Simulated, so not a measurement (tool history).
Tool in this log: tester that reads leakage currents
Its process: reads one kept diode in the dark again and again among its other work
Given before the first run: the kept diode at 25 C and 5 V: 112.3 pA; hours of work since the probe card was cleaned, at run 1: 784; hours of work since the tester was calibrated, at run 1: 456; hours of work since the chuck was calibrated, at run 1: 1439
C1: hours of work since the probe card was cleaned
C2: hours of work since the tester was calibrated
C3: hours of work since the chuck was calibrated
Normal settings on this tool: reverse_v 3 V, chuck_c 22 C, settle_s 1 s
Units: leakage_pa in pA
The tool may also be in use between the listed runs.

run 1 hour=0 | reverse_v=3 chuck_c=22 settle_s=1 | C1=784 C2=456 C3=1439 | leakage_pa=70.85
run 2 hour=237.9 | reverse_v=3 chuck_c=22 settle_s=1 | C1=894 C2=566 C3=1549 | leakage_pa=70.9
run 3 hour=497 | reverse_v=3 chuck_c=22 settle_s=1 | C1=1013 C2=686 C3=1669 | leakage_pa=70.56
run 4 hour=706.6 | reverse_v=3 chuck_c=22 settle_s=2.28 | C1=1110 C2=783 C3=1766 | leakage_pa=70.36
run 5 hour=882.1 | reverse_v=3 chuck_c=22 settle_s=2.28 | C1=1192 C2=864 C3=1847 | leakage_pa=70.3
run 6 hour=1009.9 | reverse_v=3 chuck_c=22 settle_s=2.28 | C1=1251 C2=923 C3=1906 | leakage_pa=70.27
run 7 hour=1149.9 | reverse_v=3 chuck_c=22 settle_s=2.28 | C1=1316 C2=988 C3=1971 | leakage_pa=70.15
run 8 hour=1414.5 | reverse_v=3 chuck_c=22 settle_s=2.28 | C1=1438 C2=1110 C3=2093 | leakage_pa=70.09
run 9 hour=1540.7 | reverse_v=3 chuck_c=22 settle_s=2.28 | C1=1496 C2=1169 C3=2152 | leakage_pa=69.95
-- hour=1636.9 chuck's temperature calibrated
run 10 hour=1693.6 | reverse_v=3 chuck_c=22 settle_s=2.28 | C1=1566 C2=1239 C3=26 | leakage_pa=79.2
run 11 hour=1849.7 | reverse_v=3.03 chuck_c=22 settle_s=1 | C1=1638 C2=1311 C3=98 | leakage_pa=79.71
-- hour=1919.6 probe card cleaned and baked
run 12 hour=2075.9 | reverse_v=3 chuck_c=22 settle_s=1 | C1=72 C2=1414 C3=202 | leakage_pa=74.52
run 13 hour=2231.3 | reverse_v=3 chuck_c=22 settle_s=0.57 | C1=144 C2=1486 C3=274 | leakage_pa=74.86
run 14 hour=2343.5 | reverse_v=3 chuck_c=22 settle_s=0.57 | C1=196 C2=1538 C3=325 | leakage_pa=74.78
run 15 hour=2515.3 | reverse_v=3 chuck_c=22 settle_s=0.57 | C1=276 C2=1617 C3=405 | leakage_pa=74.59
run 16 hour=2693.9 | reverse_v=3 chuck_c=22 settle_s=0.57 | C1=358 C2=1700 C3=488 | leakage_pa=74.62
run 17 hour=2942.9 | reverse_v=3 chuck_c=22 settle_s=0.57 | C1=473 C2=1815 C3=603 | leakage_pa=74.29
run 18 hour=3182.7 | reverse_v=3 chuck_c=22 settle_s=0.57 | C1=584 C2=1926 C3=714 | leakage_pa=74.46
run 19 hour=3337.8 | reverse_v=3 chuck_c=22 settle_s=0.57 | C1=656 C2=1998 C3=785 | leakage_pa=74.23
run 20 hour=3554.1 | reverse_v=1.15 chuck_c=22 settle_s=1 | C1=756 C2=2098 C3=886 | leakage_pa=50.22
run 21 hour=3748.8 | reverse_v=5.86 chuck_c=29 settle_s=2.57 | C1=846 C2=2188 C3=976 | leakage_pa=155.53
run 22 hour=3962.1 | reverse_v=1.33 chuck_c=22 settle_s=7 | C1=945 C2=2287 C3=1074 | leakage_pa=52.88
run 23 hour=4123.6 | reverse_v=2.37 chuck_c=54 settle_s=1 | C1=1020 C2=2361 C3=1149 | leakage_pa=547.93
run 24 hour=4347.6 | reverse_v=2.37 chuck_c=54 settle_s=1 | C1=1123 C2=2465 C3=1253 | leakage_pa=542.52
run 25 hour=4478.4 | reverse_v=1.02 chuck_c=29 settle_s=4.93 | C1=1184 C2=2525 C3=1313 | leakage_pa=77.69
run 26 hour=4686.1 | reverse_v=1.02 chuck_c=22 settle_s=4.93 | C1=1280 C2=2622 C3=1409 | leakage_pa=47.07
run 27 hour=4872.2 | reverse_v=3.09 chuck_c=36 settle_s=4.93 | C1=1366 C2=2708 C3=1495 | leakage_pa=190.99
run 28 hour=5033.6 | reverse_v=19.19 chuck_c=22 settle_s=0.78 | C1=1441 C2=2782 C3=1570 | leakage_pa=169.76
run 29 hour=5199.4 | reverse_v=19.19 chuck_c=22 settle_s=0.78 | C1=1517 C2=2859 C3=1647 | leakage_pa=169.96
run 30 hour=5424.6 | reverse_v=6.08 chuck_c=24 settle_s=1 | C1=1622 C2=2963 C3=1751 | leakage_pa=112.87
-- hour=5538.4 probe card cleaned and baked
run 31 hour=5641.7 | reverse_v=6.08 chuck_c=24 settle_s=1 | C1=48 C2=3062 C3=1850 | leakage_pa=102.92
run 32 hour=5753.6 | reverse_v=6.08 chuck_c=24 settle_s=1 | C1=100 C2=3114 C3=1902 | leakage_pa=103.97
run 33 hour=6009.8 | reverse_v=16.07 chuck_c=37 settle_s=2.27 | C1=218 C2=3233 C3=2020 | leakage_pa=370.83
run 34 hour=6254.6 | reverse_v=16.07 chuck_c=37 settle_s=2.27 | C1=331 C2=3346 C3=2133 | leakage_pa=370.75
-- hour=6398.9 chuck's temperature calibrated
run 35 hour=6398.9 | reverse_v=16.07 chuck_c=37 settle_s=2.27 | C1=397 C2=3412 C3=0 | leakage_pa=415.98
run 36 hour=6611.9 | reverse_v=1.42 chuck_c=37 settle_s=0.52 | C1=496 C2=3510 C3=99 | leakage_pa=162.19
run 37 hour=6748.8 | reverse_v=3 chuck_c=33 settle_s=1 | C1=559 C2=3573 C3=162 | leakage_pa=164.49
run 38 hour=6932.2 | reverse_v=3 chuck_c=33 settle_s=1 | C1=644 C2=3658 C3=247 | leakage_pa=164.33
run 39 hour=7111.9 | reverse_v=4 chuck_c=20 settle_s=0.59 | C1=727 C2=3741 C3=330 | leakage_pa=74.77

Here are 3 independent what-if runs from the current tool condition. What would each one return?
run A hour=7337.7 | reverse_v=2 chuck_c=22 settle_s=1 | C1=831 C2=3846 C3=434 | leakage_pa=?
run B hour=7337.7 | reverse_v=6.31 chuck_c=22 settle_s=1.11 | C1=831 C2=3846 C3=434 | leakage_pa=?
run C hour=7337.7 | reverse_v=3 chuck_c=49 settle_s=0.43 | C1=831 C2=3846 C3=434 | leakage_pa=?

run=A leakage_pa=64.77
run=B leakage_pa=103.5
run=C leakage_pa=459.76
The same runs, with their run-to-run variation unchanged, on a tool lacking any hidden condition would have given:
run=A leakage_pa=64.11
run=B leakage_pa=100.01
run=C leakage_pa=462.37
